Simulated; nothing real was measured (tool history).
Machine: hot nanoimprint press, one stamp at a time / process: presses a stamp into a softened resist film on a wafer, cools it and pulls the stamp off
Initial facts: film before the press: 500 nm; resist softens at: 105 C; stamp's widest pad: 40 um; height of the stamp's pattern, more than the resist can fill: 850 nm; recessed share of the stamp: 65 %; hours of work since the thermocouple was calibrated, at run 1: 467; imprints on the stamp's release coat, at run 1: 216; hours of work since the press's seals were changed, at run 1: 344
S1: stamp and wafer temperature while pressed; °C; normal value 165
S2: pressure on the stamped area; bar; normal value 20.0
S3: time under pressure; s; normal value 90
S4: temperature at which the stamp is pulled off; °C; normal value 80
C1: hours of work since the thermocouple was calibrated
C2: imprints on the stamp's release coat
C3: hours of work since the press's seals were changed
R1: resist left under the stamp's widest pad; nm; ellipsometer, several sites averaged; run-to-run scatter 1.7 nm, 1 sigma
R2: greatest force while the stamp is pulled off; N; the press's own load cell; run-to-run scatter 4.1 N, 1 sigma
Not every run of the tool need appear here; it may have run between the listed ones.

run   hour   S1    S2   S3  S4   C1    C2   C3     R1   R2
  1    0.0  165  20.0   90  80  467   216  344  273.1  204
  2   15.0  165  20.0   90  80  477   294  354  274.3  203
  3   26.2  165  20.0   90  80  484   353  361  272.9  199
  4   32.8  165  20.0   90  80  488   387  365  275.5  201
  5   44.5  165  20.0  150  80  496   448  373  230.0  199
  6   51.4  165  20.0  150  80  501   484  378  233.4  201
  7   63.2  165  20.0  150  80  509   546  386  234.2  205
  8   77.3  165  20.0  150  80  518   619  395  231.6  200
  9   83.9  168  20.0  150  80  522   654  399  200.6  196
 10   97.8  165  20.0   90  80  531   727  408  274.8  208
 11  107.3  165  20.0   90  80  538   776  415  273.9  207
 12  113.8  168  20.0   90  80  542   810  419  242.0  201
 13  124.2  165  20.0   90  80  549   864  426  274.5  203
     139.6  -- plate thermocouple calibrated
 14  140.9  169  20.0   90  80    1   936  435  231.0  200
 15  149.3  169  20.0   90  80    6   980  441  231.0  201
 16  161.7  169  20.0   90  80   15  1045  449  226.9  202
 17  172.0  169  20.0   90  80   21  1098  456  227.8  202
 18  187.8  164  20.0   71  80   32  1181  466  307.1  198
 19  203.9  159  20.0   90  80   43  1265  477  350.0  203
 20  216.0  159  20.0  103  81   51  1328  485  335.5  201
 21  224.9  159  20.0  103  81   56  1375  491  335.6  191
 22  236.4  165  15.6   90  84   64  1435  498  306.5  180
 23  245.6  165  15.6   90  84   70  1483  504  306.6  191
 24  257.6  165  15.6   90  84   78  1545  512  306.4  177

Run 25 has not been measured yet. What should we expect?
 25  271.2  167  20.0  90  85  87  1617  521   ?   ?

Run 25 produced R1 250.1 nm, R2 180 N.
If the tool had no hidden condition, the same run with the same run-to-run variation would have returned R1 250.0 nm, R2 178 N.

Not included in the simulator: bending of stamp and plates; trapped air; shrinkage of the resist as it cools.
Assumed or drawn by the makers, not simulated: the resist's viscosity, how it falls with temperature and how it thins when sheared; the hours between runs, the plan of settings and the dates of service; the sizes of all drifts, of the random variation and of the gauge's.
